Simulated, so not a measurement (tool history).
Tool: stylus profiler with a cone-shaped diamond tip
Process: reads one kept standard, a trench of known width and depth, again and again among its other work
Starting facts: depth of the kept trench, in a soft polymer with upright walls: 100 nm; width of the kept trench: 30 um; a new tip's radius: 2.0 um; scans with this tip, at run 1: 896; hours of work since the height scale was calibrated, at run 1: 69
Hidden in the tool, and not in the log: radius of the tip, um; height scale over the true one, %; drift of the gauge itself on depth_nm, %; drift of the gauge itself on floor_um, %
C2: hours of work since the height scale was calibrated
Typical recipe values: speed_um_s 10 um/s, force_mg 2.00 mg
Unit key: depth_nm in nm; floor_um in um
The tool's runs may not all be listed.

{"run": 1, "hour": 0.0, "speed_um_s": 10, "force_mg": 2.0, "scans with this tip": 896, "C2": 69, "depth_nm": 101.29, "floor_um": 28.7}
{"run": 2, "hour": 17.9, "speed_um_s": 10, "force_mg": 2.0, "scans with this tip": 1022, "C2": 78, "depth_nm": 101.3, "floor_um": 28.65}
{"run": 3, "hour": 33.6, "speed_um_s": 10, "force_mg": 2.0, "scans with this tip": 1131, "C2": 87, "depth_nm": 101.32, "floor_um": 28.7}
{"run": 4, "hour": 51.0, "speed_um_s": 10, "force_mg": 2.0, "scans with this tip": 1252, "C2": 96, "depth_nm": 101.18, "floor_um": 28.68}
{"run": 5, "hour": 61.6, "speed_um_s": 10, "force_mg": 2.0, "scans with this tip": 1327, "C2": 102, "depth_nm": 101.24, "floor_um": 28.62}
{"run": 6, "hour": 76.5, "speed_um_s": 10, "force_mg": 2.0, "scans with this tip": 1430, "C2": 110, "depth_nm": 101.24, "floor_um": 28.65}
{"run": 7, "hour": 95.0, "speed_um_s": 10, "force_mg": 2.0, "scans with this tip": 1559, "C2": 120, "depth_nm": 101.27, "floor_um": 28.68}
{"run": 8, "hour": 110.0, "speed_um_s": 10, "force_mg": 1.43, "scans with this tip": 1664, "C2": 128, "depth_nm": 100.93, "floor_um": 28.65}
{"run": 9, "hour": 120.8, "speed_um_s": 10, "force_mg": 1.16, "scans with this tip": 1739, "C2": 134, "depth_nm": 100.79, "floor_um": 28.61}
{"run": 10, "hour": 137.3, "speed_um_s": 10, "force_mg": 2.0, "scans with this tip": 1854, "C2": 142, "depth_nm": 101.27, "floor_um": 28.6}
{"run": 11, "hour": 151.2, "speed_um_s": 10, "force_mg": 2.0, "scans with this tip": 1952, "C2": 150, "depth_nm": 101.24, "floor_um": 28.64}
{"run": 12, "hour": 162.2, "speed_um_s": 10, "force_mg": 2.0, "scans with this tip": 2028, "C2": 156, "depth_nm": 101.24, "floor_um": 28.63}
{"run": 13, "hour": 176.6, "speed_um_s": 10, "force_mg": 2.0, "scans with this tip": 2129, "C2": 164, "depth_nm": 101.19, "floor_um": 28.64}
{"hour": 178.4, "done": "height scale calibrated on a step standard"}
{"run": 14, "hour": 187.6, "speed_um_s": 10, "force_mg": 2.0, "scans with this tip": 2202, "C2": 5, "depth_nm": 101.13, "floor_um": 28.63}
{"run": 15, "hour": 198.3, "speed_um_s": 10, "force_mg": 2.0, "scans with this tip": 2277, "C2": 11, "depth_nm": 101.22, "floor_um": 28.61}
{"run": 16, "hour": 219.3, "speed_um_s": 10, "force_mg": 2.0, "scans with this tip": 2423, "C2": 22, "depth_nm": 101.19, "floor_um": 28.62}
{"run": 17, "hour": 233.4, "speed_um_s": 10, "force_mg": 2.0, "scans with this tip": 2522, "C2": 29, "depth_nm": 101.19, "floor_um": 28.63}
{"run": 18, "hour": 248.0, "speed_um_s": 34, "force_mg": 2.6, "scans with this tip": 2623, "C2": 37, "depth_nm": 101.35, "floor_um": 28.5}
{"run": 19, "hour": 258.6, "speed_um_s": 16, "force_mg": 2.65, "scans with this tip": 2698, "C2": 43, "depth_nm": 101.47, "floor_um": 28.65}
{"run": 20, "hour": 276.9, "speed_um_s": 29, "force_mg": 2.26, "scans with this tip": 2825, "C2": 53, "depth_nm": 101.31, "floor_um": 28.52}
{"run": 21, "hour": 294.2, "speed_um_s": 29, "force_mg": 2.26, "scans with this tip": 2946, "C2": 62, "depth_nm": 101.35, "floor_um": 28.51}
{"run": 22, "hour": 304.7, "speed_um_s": 39, "force_mg": 3.49, "scans with this tip": 3019, "C2": 68, "depth_nm": 101.76, "floor_um": 28.52}
{"hour": 315.4, "done": "height scale calibrated on a step standard, once more"}
{"run": 23, "hour": 326.9, "speed_um_s": 37, "force_mg": 4.95, "scans with this tip": 3170, "C2": 6, "depth_nm": 102.36, "floor_um": 28.52}
{"run": 24, "hour": 349.7, "speed_um_s": 3, "force_mg": 0.96, "scans with this tip": 3329, "C2": 18, "depth_nm": 100.81, "floor_um": 28.6}
{"run": 25, "hour": 366.2, "speed_um_s": 4, "force_mg": 3.72, "scans with this tip": 3445, "C2": 27, "depth_nm": 101.97, "floor_um": 28.66}
{"run": 26, "hour": 386.2, "speed_um_s": 10, "force_mg": 0.69, "scans with this tip": 3584, "C2": 38, "depth_nm": 100.64, "floor_um": 28.51}
{"run": 27, "hour": 400.5, "speed_um_s": 38, "force_mg": 3.78, "scans with this tip": 3684, "C2": 46, "depth_nm": 101.96, "floor_um": 28.44}
{"run": 28, "hour": 423.3, "speed_um_s": 21, "force_mg": 3.78, "scans with this tip": 3843, "C2": 58, "depth_nm": 101.98, "floor_um": 28.5}
{"run": 29, "hour": 443.0, "speed_um_s": 3, "force_mg": 0.68, "scans with this tip": 3980, "C2": 68, "depth_nm": 100.58, "floor_um": 28.55}
{"run": 30, "hour": 463.4, "speed_um_s": 3, "force_mg": 0.68, "scans with this tip": 4123, "C2": 79, "depth_nm": 100.67, "floor_um": 28.56}
{"run": 31, "hour": 485.1, "speed_um_s": 4, "force_mg": 2.94, "scans with this tip": 4274, "C2": 91, "depth_nm": 101.55, "floor_um": 28.58}
{"run": 32, "hour": 500.8, "speed_um_s": 4, "force_mg": 2.94, "scans with this tip": 4384, "C2": 99, "depth_nm": 101.65, "floor_um": 28.59}
{"run": 33, "hour": 516.1, "speed_um_s": 17, "force_mg": 0.95, "scans with this tip": 4491, "C2": 108, "depth_nm": 100.72, "floor_um": 28.44}
{"run": 34, "hour": 531.2, "speed_um_s": 15, "force_mg": 2.83, "scans with this tip": 4596, "C2": 116, "depth_nm": 101.52, "floor_um": 28.46}

Below are 4 alternative next runs, each starting from the tool's condition after run 34. Predict each:
{"run": "A", "hour": 545.6, "speed_um_s": 2, "force_mg": 1.24, "scans with this tip": 4696, "C2": 123, "depth_nm": "?", "floor_um": "?"}
{"run": "B", "hour": 545.6, "speed_um_s": 15, "force_mg": 5.11, "scans with this tip": 4696, "C2": 123, "depth_nm": "?", "floor_um": "?"}
{"run": "C", "hour": 545.6, "speed_um_s": 12, "force_mg": 3.48, "scans with this tip": 4696, "C2": 123, "depth_nm": "?", "floor_um": "?"}
{"run": "D", "hour": 545.6, "speed_um_s": 6, "force_mg": 0.86, "scans with this tip": 4696, "C2": 123, "depth_nm": "?", "floor_um": "?"}

run=A depth_nm=100.89 floor_um=28.53
run=B depth_nm=102.41 floor_um=28.54
run=C depth_nm=101.84 floor_um=28.53
run=D depth_nm=100.68 floor_um=28.47
With the hidden condition removed and each run's random variation left untouched, the same runs would have given:
run=A depth_nm=100.92 floor_um=28.72
run=B depth_nm=102.44 floor_um=28.72
run=C depth_nm=101.87 floor_um=28.71
run=D depth_nm=100.71 floor_um=28.65
